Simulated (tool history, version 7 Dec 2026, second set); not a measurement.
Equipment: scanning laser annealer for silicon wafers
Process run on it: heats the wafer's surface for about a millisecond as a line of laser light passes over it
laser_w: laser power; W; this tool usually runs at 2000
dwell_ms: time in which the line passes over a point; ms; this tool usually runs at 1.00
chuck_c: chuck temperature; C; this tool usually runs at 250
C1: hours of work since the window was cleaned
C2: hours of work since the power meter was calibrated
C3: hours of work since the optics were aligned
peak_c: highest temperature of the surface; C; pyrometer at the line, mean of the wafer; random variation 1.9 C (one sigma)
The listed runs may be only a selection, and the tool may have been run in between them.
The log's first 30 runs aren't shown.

Run 31, day 62.762: usual settings but chuck_c 213 C; C1 373; C2 2148; C3 74. Result: peak_c 1063 C.
Run 32, day 64.233: usual settings but laser_w 1961 W, dwell_ms 0.89 ms, chuck_c 220 C; C1 398; C2 2174; C3 99. Result: peak_c 1002 C.
Run 33, day 66.892: usual settings but laser_w 1748 W, dwell_ms 1.18 ms, chuck_c 279 C; C1 445; C2 2221; C3 146. Result: peak_c 1094 C.
Run 34, day 68.167: usual settings but laser_w 1748 W, dwell_ms 1.18 ms, chuck_c 279 C; C1 467; C2 2243; C3 168. Result: peak_c 1090 C.
Run 35, day 70.971: usual settings but laser_w 1748 W, dwell_ms 1.21 ms, chuck_c 258 C; C1 516; C2 2292; C3 218. Result: peak_c 1081 C.
Run 36, day 73.500: usual settings but laser_w 1748 W, dwell_ms 0.76 ms, chuck_c 231 C; C1 561; C2 2337; C3 262. Result: peak_c 873 C.
Run 37, day 76.158: usual settings but laser_w 1748 W, dwell_ms 0.80 ms, chuck_c 265 C; C1 607; C2 2383; C3 309. Result: peak_c 921 C.
Run 38, day 78.700: usual settings but laser_w 1720 W, dwell_ms 1.24 ms, chuck_c 240 C; C1 652; C2 2428; C3 353. Result: peak_c 1056 C.
Run 39, day 79.967: usual settings but laser_w 2082 W, dwell_ms 1.24 ms, chuck_c 215 C; C1 674; C2 2450; C3 375. Result: peak_c 1198 C.
Run 40, day 82.538: usual settings but laser_w 2082 W, dwell_ms 1.24 ms, chuck_c 215 C; C1 719; C2 2495; C3 420. Result: peak_c 1193 C.
Run 41, day 84.638: usual settings but laser_w 2156 W, dwell_ms 0.80 ms; C1 756; C2 2532; C3 457. Result: peak_c 1050 C.
Run 42, day 86.871: usual settings but laser_w 2156 W, dwell_ms 0.80 ms; C1 795; C2 2571; C3 496. Result: peak_c 1049 C.

What if the next run were any one of these 3? Each begins from the tool's condition after run 42:
Run A, day 88.738: usual settings but laser_w 2113 W, dwell_ms 0.92 ms; C1 828; C2 2604; C3 529. Result: peak_c ?.
Run B, day 88.738: usual settings but chuck_c 247 C; C1 828; C2 2604; C3 529. Result: peak_c ?.
Run C, day 88.738: usual settings but dwell_ms 0.83 ms, chuck_c 243 C; C1 828; C2 2604; C3 529. Result: peak_c ?.

run  peak_c
  A    1096
  B    1085
  C    1005
Take away the tool's hidden state, keep each run's random variation, and the runs would have read:
run  peak_c
  A    1105
  B    1094
  C    1013
